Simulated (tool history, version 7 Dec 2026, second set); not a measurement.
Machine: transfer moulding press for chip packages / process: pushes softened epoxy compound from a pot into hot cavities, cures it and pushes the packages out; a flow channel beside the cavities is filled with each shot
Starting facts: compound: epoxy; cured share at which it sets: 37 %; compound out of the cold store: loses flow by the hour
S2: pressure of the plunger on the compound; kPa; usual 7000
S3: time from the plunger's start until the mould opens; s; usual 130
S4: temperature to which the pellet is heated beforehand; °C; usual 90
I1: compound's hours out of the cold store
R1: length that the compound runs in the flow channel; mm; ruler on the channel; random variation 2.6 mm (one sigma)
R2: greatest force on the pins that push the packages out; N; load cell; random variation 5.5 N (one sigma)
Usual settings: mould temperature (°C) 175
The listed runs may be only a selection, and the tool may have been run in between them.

run 1 hour=0 | mould_temperature_(°C)=175 S2=7000 S3=130 S4=90 | I1=10.9 | R1=994 R2=207
-- hour=51.7 plunger's sealing rings changed
-- hour=78 cavities cleaned with cleaning compound and waxed
run 2 hour=80.7 | mould_temperature_(°C)=175 S2=7000 S3=115 S4=90 | I1=34.5 | R1=929 R2=225
run 3 hour=140.3 | mould_temperature_(°C)=175 S2=7000 S3=115 S4=90 | I1=45.6 | R1=893 R2=370
-- hour=160 cavities cleaned with cleaning compound and waxed
run 4 hour=203.9 | mould_temperature_(°C)=179 S2=7000 S3=115 S4=90 | I1=32.1 | R1=909 R2=315
-- hour=238.6 cavities cleaned with cleaning compound and waxed
run 5 hour=260.3 | mould_temperature_(°C)=179 S2=7000 S3=115 S4=90 | I1=25.4 | R1=933 R2=273
-- hour=322.6 cavities cleaned with cleaning compound and waxed
run 6 hour=336.2 | mould_temperature_(°C)=179 S2=7000 S3=115 S4=90 | I1=19.1 | R1=947 R2=252
-- hour=382.6 plunger's sealing rings changed
run 7 hour=388.6 | mould_temperature_(°C)=175 S2=5500 S3=130 S4=90 | I1=42.8 | R1=810 R2=330
-- hour=404.2 cavities cleaned with cleaning compound and waxed
run 8 hour=476.7 | mould_temperature_(°C)=175 S2=7000 S3=130 S4=90 | I1=12.3 | R1=1010 R2=358
-- hour=483.7 cavities cleaned with cleaning compound and waxed
-- hour=561.8 cavities cleaned with cleaning compound and waxed
run 9 hour=561.8 | mould_temperature_(°C)=175 S2=7000 S3=130 S4=90 | I1=23.8 | R1=959 R2=200
run 10 hour=633 | mould_temperature_(°C)=175 S2=7000 S3=130 S4=90 | I1=34.5 | R1=922 R2=348
-- hour=642 cavities cleaned with cleaning compound and waxed
-- hour=710 plunger's sealing rings changed
-- hour=724.6 cavities cleaned with cleaning compound and waxed
run 11 hour=724.6 | mould_temperature_(°C)=175 S2=7000 S3=130 S4=90 | I1=28.2 | R1=965 R2=196
-- hour=764.7 mould's thermocouples calibrated
run 12 hour=792.7 | mould_temperature_(°C)=175 S2=7000 S3=130 S4=90 | I1=28.6 | R1=947 R2=326
-- hour=805 cavities cleaned with cleaning compound and waxed
run 13 hour=845.3 | mould_temperature_(°C)=175 S2=7000 S3=130 S4=90 | I1=25.9 | R1=950 R2=323
-- hour=887.4 cavities cleaned with cleaning compound and waxed
run 14 hour=900.6 | mould_temperature_(°C)=175 S2=7000 S3=130 S4=90 | I1=14.7 | R1=983 R2=243
-- hour=971.8 cavities cleaned with cleaning compound and waxed
run 15 hour=991 | mould_temperature_(°C)=169 S2=7620 S3=110 S4=94 | I1=19.1 | R1=1044 R2=490
-- hour=1043.7 plunger's sealing rings changed
-- hour=1054.4 cavities cleaned with cleaning compound and waxed
run 16 hour=1058.5 | mould_temperature_(°C)=180 S2=7000 S3=136 S4=90 | I1=29.6 | R1=920 R2=194
-- hour=1132.9 cavities cleaned with cleaning compound and waxed
run 17 hour=1132.9 | mould_temperature_(°C)=180 S2=8570 S3=136 S4=86 | I1=13.6 | R1=1074 R2=184
run 18 hour=1185.5 | mould_temperature_(°C)=172 S2=8570 S3=136 S4=86 | I1=43.6 | R1=1006 R2=348
-- hour=1219 cavities cleaned with cleaning compound and waxed
run 19 hour=1245.5 | mould_temperature_(°C)=179 S2=6200 S3=114 S4=85 | I1=12.2 | R1=917 R2=283
-- hour=1297.5 cavities cleaned with cleaning compound and waxed
run 20 hour=1297.5 | mould_temperature_(°C)=179 S2=6200 S3=114 S4=85 | I1=13.9 | R1=910 R2=196
-- hour=1372.2 plunger's sealing rings changed
-- hour=1378.7 cavities cleaned with cleaning compound and waxed
run 21 hour=1378.8 | mould_temperature_(°C)=175 S2=7000 S3=112 S4=95 | I1=40.7 | R1=913 R2=221
run 22 hour=1449.6 | mould_temperature_(°C)=175 S2=8140 S3=125 S4=90 | I1=10.7 | R1=1099 R2=358
-- hour=1459.6 cavities cleaned with cleaning compound and waxed
run 23 hour=1491.4 | mould_temperature_(°C)=168 S2=8550 S3=130 S4=85 | I1=13.9 | R1=1162 R2=444
-- hour=1540.7 cavities cleaned with cleaning compound and waxed
run 24 hour=1583.2 | mould_temperature_(°C)=168 S2=5810 S3=167 S4=87 | I1=37.7 | R1=868 R2=337
-- hour=1620.3 cavities cleaned with cleaning compound and waxed
run 25 hour=1674.3 | mould_temperature_(°C)=168 S2=5810 S3=167 S4=86 | I1=38.7 | R1=863 R2=342

For each run, the measured value with the value that run would have given without the tool's hidden condition subtracted. The run-to-run variation is shared by both, the gauge scatter possibly not:
Hidden state present: true mould temperature over the reading, C; pressure that reaches the compound, % of what is set; grip of the stained cavities, % over clean ones'; drift of the gauge itself on flow_mm, %; drift of the gauge itself on push_out_n, %.
run=1 R1=-24 R2=+20
run=2 R1=+0 R2=+21
run=3 R1=-3 R2=+165
run=4 R1=-7 R2=+124
run=5 R1=-12 R2=+85
run=6 R1=-18 R2=+65
run=7 R1=+6 R2=+149
run=8 R1=+1 R2=+162
run=9 R1=-5 R2=+9
run=10 R1=-10 R2=+160
run=11 R1=+9 R2=+16
run=12 R1=-9 R2=+139
run=13 R1=-12 R2=+120
run=14 R1=-18 R2=+58
run=15 R1=-25 R2=+141
run=16 R1=+0 R2=+17
run=17 R1=-6 R2=+5
run=18 R1=-10 R2=+145
run=19 R1=-15 R2=+93
run=20 R1=-18 R2=+7
run=21 R1=+4 R2=+16
run=22 R1=+0 R2=+163
run=23 R1=-3 R2=+173
run=24 R1=-8 R2=+134
run=25 R1=-15 R2=+150

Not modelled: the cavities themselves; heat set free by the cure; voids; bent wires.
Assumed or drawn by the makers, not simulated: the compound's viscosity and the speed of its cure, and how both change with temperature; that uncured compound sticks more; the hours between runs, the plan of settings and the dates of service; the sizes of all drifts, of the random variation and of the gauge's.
